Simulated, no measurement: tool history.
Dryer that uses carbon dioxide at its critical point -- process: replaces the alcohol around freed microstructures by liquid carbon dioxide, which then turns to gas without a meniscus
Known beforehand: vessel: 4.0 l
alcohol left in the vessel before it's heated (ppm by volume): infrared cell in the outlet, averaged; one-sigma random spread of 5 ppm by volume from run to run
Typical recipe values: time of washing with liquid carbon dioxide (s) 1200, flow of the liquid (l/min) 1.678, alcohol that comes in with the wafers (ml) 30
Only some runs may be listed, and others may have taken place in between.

run,hour,time of washing with liquid carbon dioxide (s),flow of the liquid (l/min),alcohol that comes in with the wafers (ml),alcohol left in the vessel before it's heated (ppm by volume)
1,0.0,1200,1.678,30,211
2,17.9,1800,1.678,30,181
3,29.7,1800,1.678,30,195
4,51.2,1200,1.678,30,219
5,71.8,1200,1.678,30,233
6,88.9,1200,1.678,30,239
7,104.0,1200,1.678,30,247
8,116.4,1200,1.678,30,251
9,128.7,1200,1.678,30,251
10,139.9,1200,1.678,30,257
11,163.7,1200,1.678,30,259
12,176.7,1200,1.678,93,323
13,195.2,1200,1.678,93,335
14,218.0,1200,1.678,30,278
# hour 226.1: purifier's bed changed
15,235.9,1200,2.680,30,3
16,262.5,1200,2.680,30,23
17,287.1,1200,2.680,30,27
18,303.8,1200,2.680,30,25
19,328.3,840,2.680,30,55
20,343.8,840,2.680,30,62
21,360.1,840,1.678,100,565
22,372.3,840,1.678,100,591
23,386.0,720,2.840,21,79
24,412.5,720,2.840,21,76
25,431.3,1320,1.678,61,109
26,457.8,1320,1.678,61,106
27,470.5,1200,2.000,89,116
28,489.4,1260,1.380,47,186
29,502.4,1200,1.840,60,114
30,527.2,1800,1.170,94,183
31,551.0,1440,1.890,30,108
32,564.9,1740,1.250,47,148
33,580.2,1740,1.100,35,160
# hour 593.7: inlet filter changed
34,596.9,1740,1.100,35,148
35,610.2,1020,1.678,30,161
36,623.6,1500,2.050,39,114

5 ways to go on from here, each from the tool as it stands after run 36. What would each give?
A,649.1,1260,1.010,30,?
B,649.1,720,1.780,71,?
C,649.1,1200,1.230,31,?
D,649.1,1200,2.040,49,?
E,649.1,1800,1.678,30,?

run,alcohol left in the vessel before it's heated (ppm by volume)
A,324
B,528
C,238
D,135
E,135
Without the tool's hidden state the same runs would have given:
run,alcohol left in the vessel before it's heated (ppm by volume)
A,196
B,394
C,112
D,12
E,9
